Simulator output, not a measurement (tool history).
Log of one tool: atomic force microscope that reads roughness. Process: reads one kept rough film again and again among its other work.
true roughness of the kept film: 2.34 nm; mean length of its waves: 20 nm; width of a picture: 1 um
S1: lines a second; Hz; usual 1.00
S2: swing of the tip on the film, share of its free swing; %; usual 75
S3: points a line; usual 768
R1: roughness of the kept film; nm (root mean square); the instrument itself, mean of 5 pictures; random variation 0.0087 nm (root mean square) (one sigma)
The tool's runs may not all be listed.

Run 1, hour 0.0: usual settings. Result: R1 1.824 nm (root mean square).
Run 2, hour 26.3: usual settings. Result: R1 1.578 nm (root mean square).
At hour 41.8: new tip fitted.
Run 3, hour 59.7: usual settings. Result: R1 1.743 nm (root mean square).
At hour 95.5: new tip fitted.
Run 4, hour 98.5: usual settings but S3 302. Result: R1 1.808 nm (root mean square).
Run 5, hour 123.3: usual settings but S2 86 %, S3 302. Result: R1 1.517 nm (root mean square).
At hour 150.1: new tip fitted.
Run 6, hour 155.4: usual settings but S1 3.32 Hz, S2 86 %, S3 302. Result: R1 1.530 nm (root mean square).
Run 7, hour 185.0: usual settings but S1 3.32 Hz, S2 86 %, S3 302. Result: R1 1.276 nm (root mean square).
At hour 202.9: new tip fitted.
Run 8, hour 218.1: usual settings. Result: R1 1.756 nm (root mean square).
Run 9, hour 244.9: usual settings. Result: R1 1.522 nm (root mean square).
At hour 256.0: new tip fitted.
Run 10, hour 265.6: usual settings. Result: R1 1.778 nm (root mean square).
Run 11, hour 288.7: usual settings. Result: R1 1.563 nm (root mean square).
At hour 309.5: new tip fitted.
Run 12, hour 318.6: usual settings. Result: R1 1.788 nm (root mean square).
Run 13, hour 349.7: usual settings. Result: R1 1.516 nm (root mean square).
At hour 361.4: new tip fitted.
Run 14, hour 375.7: usual settings. Result: R1 1.720 nm (root mean square).
At hour 413.1: new tip fitted.
Run 15, hour 414.3: usual settings. Result: R1 1.907 nm (root mean square).
Run 16, hour 434.9: usual settings. Result: R1 1.687 nm (root mean square).
Run 17, hour 463.3: usual settings but S2 84 %. Result: R1 1.441 nm (root mean square).
At hour 467.2: new tip fitted.
Run 18, hour 489.8: usual settings but S2 84 %. Result: R1 1.656 nm (root mean square).
Run 19, hour 517.9: usual settings but S2 84 %. Result: R1 1.435 nm (root mean square).
At hour 521.5: new tip fitted.
Run 20, hour 551.0: usual settings but S2 84 %. Result: R1 1.573 nm (root mean square).
Run 21, hour 566.8: usual settings but S3 334. Result: R1 1.465 nm (root mean square).
At hour 574.1: new tip fitted.
Run 22, hour 589.9: usual settings but S1 3.33 Hz. Result: R1 1.588 nm (root mean square).
Run 23, hour 608.2: usual settings. Result: R1 1.584 nm (root mean square).
At hour 626.3: new tip fitted.
Run 24, hour 635.4: usual settings but S2 59 %, S3 359. Result: R1 1.838 nm (root mean square).
Run 25, hour 651.0: usual settings but S1 3.02 Hz, S2 59 %, S3 722. Result: R1 1.652 nm (root mean square).
Run 26, hour 667.0: usual settings but S1 0.67 Hz, S2 58 %, S3 722. Result: R1 1.587 nm (root mean square).
At hour 680.2: new tip fitted.
Run 27, hour 695.6: usual settings but S1 0.91 Hz, S2 62 %, S3 457. Result: R1 1.755 nm (root mean square).
Run 28, hour 723.1: usual settings but S2 80 %. Result: R1 1.492 nm (root mean square).
At hour 732.9: new tip fitted.
Run 29, hour 750.6: usual settings but S3 329. Result: R1 1.715 nm (root mean square).
At hour 753.2: height scale calibrated on a step standard.
Run 30, hour 768.6: usual settings but S2 70 %. Result: R1 1.587 nm (root mean square).
At hour 787.8: new tip fitted.
Run 31, hour 791.1: usual settings but S2 70 %. Result: R1 1.917 nm (root mean square).
Run 32, hour 824.7: usual settings but S2 70 %. Result: R1 1.568 nm (root mean square).
At hour 840.5: new tip fitted.
Run 33, hour 848.9: usual settings but S2 70 %. Result: R1 1.825 nm (root mean square).
Run 34, hour 875.7: usual settings but S1 2.28 Hz, S2 70 %, S3 989. Result: R1 1.501 nm (root mean square).
At hour 894.8: height scale calibrated on a step standard, once more.
At hour 895.3: new tip fitted.
Run 35, hour 902.5: usual settings but S1 2.28 Hz, S2 70 %, S3 989. Result: R1 1.766 nm (root mean square).
Run 36, hour 939.0: usual settings but S1 2.28 Hz, S2 70 %, S3 989. Result: R1 1.488 nm (root mean square).
At hour 949.0: new tip fitted.
Run 37, hour 967.7: usual settings but S1 2.28 Hz, S2 70 %, S3 989. Result: R1 1.663 nm (root mean square).
Run 38, hour 985.8: usual settings but S1 2.28 Hz, S2 70 %, S3 989. Result: R1 1.503 nm (root mean square).
At hour 1001.4: new tip fitted.
Run 39, hour 1020.3: usual settings but S1 2.28 Hz, S2 70 %, S3 989. Result: R1 1.668 nm (root mean square).
Run 40, hour 1047.7: usual settings but S1 2.28 Hz, S2 86 %, S3 775. Result: R1 1.348 nm (root mean square).
At hour 1053.6: new tip fitted.
Run 41, hour 1084.2: usual settings but S1 2.28 Hz, S2 86 %, S3 775. Result: R1 1.434 nm (root mean square).
At hour 1105.6: new tip fitted.
Run 42, hour 1108.6: usual settings but S1 2.28 Hz, S2 86 %, S3 775. Result: R1 1.688 nm (root mean square).
Run 43, hour 1139.9: usual settings but S1 2.28 Hz, S2 60 %, S3 775. Result: R1 1.591 nm (root mean square).
At hour 1158.5: new tip fitted.
Run 44, hour 1178.2: usual settings but S1 2.28 Hz, S2 60 %, S3 668. Result: R1 1.688 nm (root mean square).
Run 45, hour 1198.8: usual settings but S1 2.28 Hz, S2 60 %, S3 668. Result: R1 1.522 nm (root mean square).
At hour 1210.0: new tip fitted.
Run 46, hour 1222.2: usual settings but S1 1.50 Hz, S2 68 %, S3 483. Result: R1 1.778 nm (root mean square).

4 ways to go on from here, each from the tool as it stands after run 46. What would each give?
Run A, hour 1258.0: usual settings but S1 1.20 Hz, S2 76 %, S3 483. Result: R1 ?.
Run B, hour 1258.0: usual settings but S1 1.51 Hz, S2 89 %. Result: R1 ?.
Run C, hour 1258.0: usual settings but S1 3.66 Hz, S2 63 %, S3 443. Result: R1 ?.
Run D, hour 1258.0: usual settings but S1 1.50 Hz, S2 58 %, S3 284. Result: R1 ?.

run     R1
  A  1.455
  B  1.377
  C  1.407
  D  1.466
Without the tool's hidden state the same runs would have given:
run     R1
  A  1.900
  B  1.799
  C  1.839
  D  1.916
